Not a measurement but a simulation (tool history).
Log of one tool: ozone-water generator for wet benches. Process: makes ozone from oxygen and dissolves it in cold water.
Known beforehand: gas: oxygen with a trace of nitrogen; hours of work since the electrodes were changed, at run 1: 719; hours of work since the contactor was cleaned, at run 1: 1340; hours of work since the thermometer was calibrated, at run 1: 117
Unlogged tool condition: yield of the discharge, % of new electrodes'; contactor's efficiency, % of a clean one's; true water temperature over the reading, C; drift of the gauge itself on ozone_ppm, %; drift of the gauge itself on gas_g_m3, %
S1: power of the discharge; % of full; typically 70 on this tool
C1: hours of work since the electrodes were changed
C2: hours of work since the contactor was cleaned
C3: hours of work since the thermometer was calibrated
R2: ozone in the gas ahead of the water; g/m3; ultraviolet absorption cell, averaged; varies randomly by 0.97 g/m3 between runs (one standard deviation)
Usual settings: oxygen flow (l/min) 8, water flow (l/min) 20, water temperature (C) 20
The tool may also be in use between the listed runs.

{"run": 1, "hour": 0.0, "S1": 70, "oxygen flow (l/min)": 8, "water flow (l/min)": 20, "water temperature (C)": 20, "C1": 719, "C2": 1340, "C3": 117, "dissolved ozone (ppm)": 25.1, "R2": 166.8}
{"run": 2, "hour": 34.9, "S1": 70, "oxygen flow (l/min)": 8, "water flow (l/min)": 20, "water temperature (C)": 20, "C1": 746, "C2": 1366, "C3": 143, "dissolved ozone (ppm)": 24.5, "R2": 164.5}
{"run": 3, "hour": 61.1, "S1": 70, "oxygen flow (l/min)": 8, "water flow (l/min)": 20, "water temperature (C)": 20, "C1": 766, "C2": 1386, "C3": 163, "dissolved ozone (ppm)": 24.5, "R2": 166.2}
{"run": 4, "hour": 112.3, "S1": 70, "oxygen flow (l/min)": 9.73, "water flow (l/min)": 20, "water temperature (C)": 20, "C1": 804, "C2": 1425, "C3": 202, "dissolved ozone (ppm)": 22.9, "R2": 145.9}
{"run": 5, "hour": 139.7, "S1": 70, "oxygen flow (l/min)": 8, "water flow (l/min)": 20, "water temperature (C)": 20, "C1": 825, "C2": 1445, "C3": 222, "dissolved ozone (ppm)": 24.4, "R2": 166.3}
{"run": 6, "hour": 167.4, "S1": 64, "oxygen flow (l/min)": 8, "water flow (l/min)": 20, "water temperature (C)": 20, "C1": 846, "C2": 1466, "C3": 243, "dissolved ozone (ppm)": 23.2, "R2": 159.6}
{"run": 7, "hour": 192.1, "S1": 77, "oxygen flow (l/min)": 8, "water flow (l/min)": 17, "water temperature (C)": 20, "C1": 865, "C2": 1485, "C3": 262, "dissolved ozone (ppm)": 28.8, "R2": 174.7}
{"run": 8, "hour": 228.6, "S1": 77, "oxygen flow (l/min)": 8, "water flow (l/min)": 17, "water temperature (C)": 20, "C1": 892, "C2": 1513, "C3": 290, "dissolved ozone (ppm)": 28.1, "R2": 175.5}
{"run": 9, "hour": 259.3, "S1": 77, "oxygen flow (l/min)": 13.9, "water flow (l/min)": 21, "water temperature (C)": 14, "C1": 915, "C2": 1536, "C3": 313, "dissolved ozone (ppm)": 24, "R2": 118.9}
{"run": 10, "hour": 282.8, "S1": 51, "oxygen flow (l/min)": 8, "water flow (l/min)": 16, "water temperature (C)": 18, "C1": 933, "C2": 1554, "C3": 330, "dissolved ozone (ppm)": 24.6, "R2": 138.7}
{"run": 11, "hour": 338.1, "S1": 95, "oxygen flow (l/min)": 8, "water flow (l/min)": 16, "water temperature (C)": 24, "C1": 975, "C2": 1595, "C3": 372, "dissolved ozone (ppm)": 30.7, "R2": 197.1}
{"run": 12, "hour": 377.0, "S1": 95, "oxygen flow (l/min)": 8, "water flow (l/min)": 13, "water temperature (C)": 24, "C1": 1004, "C2": 1625, "C3": 402, "dissolved ozone (ppm)": 34.2, "R2": 200.3}

Each row is a separate what-if for the run after 12, all from the same tool condition, not one after another. Results?
{"run": "A", "hour": 418.5, "S1": 95, "oxygen flow (l/min)": 11.3, "water flow (l/min)": 13, "water temperature (C)": 16, "C1": 1036, "C2": 1656, "C3": 433, "dissolved ozone (ppm)": "?", "R2": "?"}
{"run": "B", "hour": 418.5, "S1": 95, "oxygen flow (l/min)": 8, "water flow (l/min)": 14, "water temperature (C)": 24, "C1": 1036, "C2": 1656, "C3": 433, "dissolved ozone (ppm)": "?", "R2": "?"}
{"run": "C", "hour": 418.5, "S1": 95, "oxygen flow (l/min)": 8, "water flow (l/min)": 24, "water temperature (C)": 24, "C1": 1036, "C2": 1656, "C3": 433, "dissolved ozone (ppm)": "?", "R2": "?"}
{"run": "D", "hour": 418.5, "S1": 95, "oxygen flow (l/min)": 8, "water flow (l/min)": 15, "water temperature (C)": 13, "C1": 1036, "C2": 1656, "C3": 433, "dissolved ozone (ppm)": "?", "R2": "?"}

run=A dissolved_ozone_(ppm)=35.5 R2=153.9
run=B dissolved_ozone_(ppm)=32.6 R2=199.2
run=C dissolved_ozone_(ppm)=24 R2=196.2
run=D dissolved_ozone_(ppm)=39.7 R2=197.7
Without the tool's unlogged condition, the same runs would have read:
run=A dissolved_ozone_(ppm)=35.5 R2=153.9
run=B dissolved_ozone_(ppm)=32.6 R2=199.2
run=C dissolved_ozone_(ppm)=24 R2=196.3
run=D dissolved_ozone_(ppm)=39.7 R2=197.7
